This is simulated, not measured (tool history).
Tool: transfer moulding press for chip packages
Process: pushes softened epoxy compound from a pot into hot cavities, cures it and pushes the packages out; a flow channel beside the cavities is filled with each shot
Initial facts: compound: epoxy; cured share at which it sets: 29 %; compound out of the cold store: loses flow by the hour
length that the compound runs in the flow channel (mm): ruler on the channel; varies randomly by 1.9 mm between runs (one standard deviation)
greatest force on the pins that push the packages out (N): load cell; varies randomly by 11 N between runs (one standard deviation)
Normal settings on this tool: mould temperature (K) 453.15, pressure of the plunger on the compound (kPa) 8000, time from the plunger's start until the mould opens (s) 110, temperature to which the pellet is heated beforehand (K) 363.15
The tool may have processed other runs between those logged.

| run | hour | mould temperature (K) | pressure of the plunger on the compound (kPa) | time from the plunger's start until the mould opens (s) | temperature to which the pellet is heated beforehand (K) | incoming compound's hours out of the cold store | length that the compound runs in the flow channel (mm) | greatest force on the pins that push the packages out (N) |
|---|---|---|---|---|---|---|---|---|
| 1 | 0.0 | 453.15 | 8000 | 110 | 363.15 | 37.9 | 513 | 473 |
| 2 | 55.2 | 453.15 | 8000 | 116 | 363.15 | 44.2 | 504 | 456 |
| 3 | 117.4 | 455.15 | 8000 | 110 | 363.15 | 13.9 | 555 | 463 |
| 4 | 161.4 | 455.15 | 8000 | 110 | 363.15 | 9.3 | 563 | 475 |
| 5 | 207.1 | 455.15 | 8000 | 110 | 363.15 | 17.8 | 549 | 474 |
| 6 | 249.7 | 455.15 | 8000 | 110 | 363.15 | 20.1 | 545 | 482 |
| 7 | 327.1 | 447.15 | 8000 | 110 | 363.15 | 11.6 | 579 | 739 |
| 8 | 388.3 | 447.15 | 8000 | 110 | 363.15 | 46.6 | 513 | 694 |
| 9 | 455.6 | 447.15 | 8000 | 110 | 363.15 | 40.6 | 521 | 689 |
| 10 | 520.7 | 447.15 | 8000 | 110 | 363.15 | 25.8 | 550 | 707 |
| 11 | 605.1 | 453.15 | 8000 | 110 | 363.15 | 20.4 | 550 | 505 |
| 12 | 677.0 | 453.15 | 8000 | 110 | 363.15 | 23.2 | 541 | 490 |
| 13 | 750.5 | 453.15 | 8000 | 110 | 363.15 | 16.6 | 556 | 518 |
| 14 | 800.6 | 453.15 | 8000 | 110 | 363.15 | 27.5 | 539 | 494 |
| 15 | 867.6 | 453.15 | 8000 | 147 | 365.15 | 22.0 | 549 | 402 |
| 16 | 931.2 | 451.15 | 8000 | 110 | 368.15 | 24.0 | 542 | 526 |
| 17 | 1012.4 | 451.15 | 8000 | 110 | 368.15 | 13.0 | 565 | 552 |
| 18 | 1099.4 | 453.15 | 8300 | 110 | 363.15 | 34.8 | 534 | 495 |
| 19 | 1194.7 | 453.15 | 8300 | 110 | 363.15 | 42.4 | 518 | 480 |
| 20 | 1247.0 | 453.15 | 8300 | 139 | 372.15 | 30.4 | 542 | 403 |
| 21 | 1290.5 | 453.15 | 8000 | 131 | 362.15 | 8.6 | 570 | 425 |
| 22 | 1332.8 | 452.15 | 8000 | 110 | 363.15 | 42.5 | 511 | 520 |
| 23 | 1374.3 | 452.15 | 8000 | 110 | 363.15 | 36.8 | 518 | 536 |

Missing from the log above: 20 entries noted between runs. For each, name the pair of listed runs it sits between and say how the tool's hidden condition differs from the listed run just before to the listed run just after:
Run 1 -> run 2: mould's thermocouples calibrated (hour 12.4)
  true mould temperature over the reading, C: -0.02 -> -0.01; pressure that reaches the compound, % of what is set: 99.87 -> 99.84; grip of the stained cavities, % over clean ones': 0.3 -> 1.2
Run 2 -> run 3: cavities cleaned with cleaning compound and waxed (hour 80.9)
  pressure that reaches the compound, % of what is set: 99.84 -> 99.81; grip of the stained cavities, % over clean ones': 1.2 -> 0.8
Run 3 -> run 4: plunger's sealing rings changed (hour 154.0)
  pressure that reaches the compound, % of what is set: 99.81 -> 99.99; grip of the stained cavities, % over clean ones': 0.8 -> 1.3
Run 4 -> run 5: cavities cleaned with cleaning compound and waxed (hour 175.0)
  pressure that reaches the compound, % of what is set: 99.99 -> 99.96; grip of the stained cavities, % over clean ones': 1.3 -> 0.8
Run 6 -> run 7: cavities cleaned with cleaning compound and waxed (hour 265.4)
  true mould temperature over the reading, C: -0.01 -> -0.02; pressure that reaches the compound, % of what is set: 99.94 -> 99.9; grip of the stained cavities, % over clean ones': 1.4 -> 1.1
Run 7 -> run 8: cavities cleaned with cleaning compound and waxed (hour 359.1)
  pressure that reaches the compound, % of what is set: 99.9 -> 99.86; grip of the stained cavities, % over clean ones': 1.1 -> 0.7
Run 8 -> run 9: cavities cleaned with cleaning compound and waxed (hour 455.6)
  pressure that reaches the compound, % of what is set: 99.86 -> 99.82; grip of the stained cavities, % over clean ones': 0.7 -> 0
Run 10 -> run 11: plunger's sealing rings changed (hour 537.5); cavities cleaned with cleaning compound and waxed (hour 551.2)
  pressure that reaches the compound, % of what is set: 99.79 -> 99.96; grip of the stained cavities, % over clean ones': 1.2 -> 1.1
Run 11 -> run 12: cavities cleaned with cleaning compound and waxed (hour 643.4)
  pressure that reaches the compound, % of what is set: 99.96 -> 99.92; grip of the stained cavities, % over clean ones': 1.1 -> 0.7
Run 12 -> run 13: cavities cleaned with cleaning compound and waxed (hour 735.9)
  true mould temperature over the reading, C: -0.02 -> -0.03; pressure that reaches the compound, % of what is set: 99.92 -> 99.88; grip of the stained cavities, % over clean ones': 0.7 -> 0.4
Run 14 -> run 15: cavities cleaned with cleaning compound and waxed (hour 831.7)
  pressure that reaches the compound, % of what is set: 99.85 -> 99.81; grip of the stained cavities, % over clean ones': 1.2 -> 0.8
Run 15 -> run 16: plunger's sealing rings changed (hour 922.6); cavities cleaned with cleaning compound and waxed (hour 930.0)
  pressure that reaches the compound, % of what is set: 99.81 -> 99.99; grip of the stained cavities, % over clean ones': 0.8 -> 0.1
Run 16 -> run 17: mould's thermocouples calibrated (hour 991.9)
  true mould temperature over the reading, C: -0.03 -> 0.01; pressure that reaches the compound, % of what is set: 99.99 -> 99.95; grip of the stained cavities, % over clean ones': 0.1 -> 1.4
Run 17 -> run 18: cavities cleaned with cleaning compound and waxed (hour 1023.1)
  true mould temperature over the reading, C: 0.01 -> 0; pressure that reaches the compound, % of what is set: 99.95 -> 99.9; grip of the stained cavities, % over clean ones': 1.4 -> 1.3
Run 18 -> run 19: cavities cleaned with cleaning compound and waxed (hour 1114.4)
  pressure that reaches the compound, % of what is set: 99.9 -> 99.85; grip of the stained cavities, % over clean ones': 1.3 -> 1.4
Run 19 -> run 20: cavities cleaned with cleaning compound and waxed (hour 1204.5)
  pressure that reaches the compound, % of what is set: 99.85 -> 99.82; grip of the stained cavities, % over clean ones': 1.4 -> 0.9
Run 21 -> run 22: cavities cleaned with cleaning compound and waxed (hour 1297.2); plunger's sealing rings changed (hour 1312.4)
  pressure that reaches the compound, % of what is set: 99.8 -> 99.97; grip of the stained cavities, % over clean ones': 1.4 -> 0.8
